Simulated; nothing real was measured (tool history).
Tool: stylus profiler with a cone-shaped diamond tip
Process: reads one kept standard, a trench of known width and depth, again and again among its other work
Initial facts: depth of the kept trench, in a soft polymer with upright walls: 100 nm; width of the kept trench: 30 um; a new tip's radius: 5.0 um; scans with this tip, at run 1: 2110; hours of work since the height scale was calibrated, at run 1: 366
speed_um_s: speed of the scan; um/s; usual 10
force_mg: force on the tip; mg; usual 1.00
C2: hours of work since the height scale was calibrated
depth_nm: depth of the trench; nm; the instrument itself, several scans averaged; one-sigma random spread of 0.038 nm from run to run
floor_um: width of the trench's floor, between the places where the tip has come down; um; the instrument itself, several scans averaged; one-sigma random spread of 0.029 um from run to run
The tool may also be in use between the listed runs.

{"run": 1, "hour": 0.0, "speed_um_s": 10, "force_mg": 1.0, "scans with this tip": 2110, "C2": 366, "depth_nm": 100.4, "floor_um": 27.94}
{"run": 2, "hour": 47.2, "speed_um_s": 10, "force_mg": 1.0, "scans with this tip": 2220, "C2": 385, "depth_nm": 100.4, "floor_um": 27.95}
{"run": 3, "hour": 94.2, "speed_um_s": 6, "force_mg": 1.0, "scans with this tip": 2330, "C2": 404, "depth_nm": 100.4, "floor_um": 28.03}
{"run": 4, "hour": 124.1, "speed_um_s": 12, "force_mg": 1.0, "scans with this tip": 2400, "C2": 416, "depth_nm": 100.37, "floor_um": 27.99}
{"run": 5, "hour": 150.4, "speed_um_s": 12, "force_mg": 1.0, "scans with this tip": 2461, "C2": 427, "depth_nm": 100.42, "floor_um": 27.92}
{"run": 6, "hour": 179.9, "speed_um_s": 5, "force_mg": 1.0, "scans with this tip": 2530, "C2": 439, "depth_nm": 100.4, "floor_um": 27.98}
{"run": 7, "hour": 204.7, "speed_um_s": 5, "force_mg": 1.0, "scans with this tip": 2589, "C2": 449, "depth_nm": 100.4, "floor_um": 27.93}
{"run": 8, "hour": 246.5, "speed_um_s": 12, "force_mg": 2.39, "scans with this tip": 2686, "C2": 466, "depth_nm": 100.71, "floor_um": 27.96}

Run 9 is up next; what results do you expect?
{"run": 9, "hour": 269.4, "speed_um_s": 15, "force_mg": 2.39, "scans with this tip": 2740, "C2": 475, "depth_nm": "?", "floor_um": "?"}

{"run 9": {"depth_nm": 100.77, "floor_um": 27.97}}
Without the tool's hidden state the same run would have given depth_nm 100.77 nm, floor_um 27.98 um.

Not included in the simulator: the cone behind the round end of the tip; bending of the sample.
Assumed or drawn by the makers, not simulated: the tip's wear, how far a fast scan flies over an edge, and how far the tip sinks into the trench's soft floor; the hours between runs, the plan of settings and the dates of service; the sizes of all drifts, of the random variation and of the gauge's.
